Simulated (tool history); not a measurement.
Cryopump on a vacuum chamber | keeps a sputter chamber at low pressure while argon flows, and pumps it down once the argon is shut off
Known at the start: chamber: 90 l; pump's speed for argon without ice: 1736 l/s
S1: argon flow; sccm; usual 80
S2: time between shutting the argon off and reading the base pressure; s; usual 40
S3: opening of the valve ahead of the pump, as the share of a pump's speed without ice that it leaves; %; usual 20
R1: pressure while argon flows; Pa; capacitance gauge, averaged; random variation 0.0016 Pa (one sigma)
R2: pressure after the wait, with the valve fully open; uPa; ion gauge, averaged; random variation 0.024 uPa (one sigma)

run 1 day=0.000 | S1=80 S2=40 S3=20 | R1=0.4000 R2=1.39
run 2 day=1.462 | S1=33 S2=40 S3=20 | R1=0.1651 R2=1.38
run 3 day=3.717 | S1=33 S2=40 S3=20 | R1=0.1661 R2=1.38
run 4 day=5.971 | S1=33 S2=40 S3=20 | R1=0.1677 R2=1.44
run 5 day=6.979 | S1=33 S2=40 S3=20 | R1=0.1660 R2=1.51
run 6 day=9.008 | S1=33 S2=40 S3=20 | R1=0.1676 R2=1.53
run 7 day=10.779 | S1=33 S2=40 S3=20 | R1=0.1688 R2=1.41
run 8 day=12.396 | S1=33 S2=40 S3=20 | R1=0.1672 R2=1.51
run 9 day=13.733 | S1=80 S2=298 S3=20 | R1=0.4096 R2=0.89
-- day=14.862 pump warmed up, emptied and cooled again
run 10 day=16.104 | S1=42 S2=40 S3=20 | R1=0.2056 R2=1.43
run 11 day=18.008 | S1=42 S2=40 S3=20 | R1=0.2062 R2=1.44
run 12 day=19.754 | S1=42 S2=40 S3=20 | R1=0.2074 R2=1.43
run 13 day=21.221 | S1=42 S2=40 S3=20 | R1=0.2073 R2=1.46
run 14 day=22.358 | S1=42 S2=40 S3=20 | R1=0.2070 R2=1.48
run 15 day=24.604 | S1=80 S2=40 S3=20 | R1=0.3957 R2=1.47
run 16 day=26.575 | S1=94 S2=240 S3=59 | R1=0.1661 R2=0.91
run 17 day=28.933 | S1=94 S2=224 S3=33 | R1=0.2890 R2=1.03
run 18 day=30.279 | S1=49 S2=224 S3=35 | R1=0.1439 R2=1.01
run 19 day=32.633 | S1=60 S2=32 S3=35 | R1=0.1760 R2=1.83
run 20 day=33.846 | S1=60 S2=32 S3=35 | R1=0.1770 R2=1.83
run 21 day=34.983 | S1=124 S2=32 S3=19 | R1=0.6552 R2=1.82
run 22 day=37.179 | S1=124 S2=32 S3=19 | R1=0.6608 R2=1.80
run 23 day=38.462 | S1=124 S2=32 S3=19 | R1=0.6599 R2=1.86
run 24 day=40.654 | S1=32 S2=37 S3=54 | R1=0.0660 R2=1.83
run 25 day=41.942 | S1=32 S2=37 S3=54 | R1=0.0663 R2=1.81
-- day=43.950 pump warmed up, emptied and cooled again
run 26 day=44.200 | S1=73 S2=25 S3=20 | R1=0.3544 R2=2.02
run 27 day=46.138 | S1=73 S2=25 S3=20 | R1=0.3572 R2=1.99
run 28 day=48.242 | S1=44 S2=219 S3=25 | R1=0.1726 R2=0.96

Run 29 comes next. What will it give?
run 29 day=49.446 | S1=98 S2=137 S3=50 | R1=? R2=?

R1: 0.1948 Pa
R2: 1.11 uPa
Without the tool's hidden state the same run would have given R1 0.1899 Pa, R2 0.38 uPa.
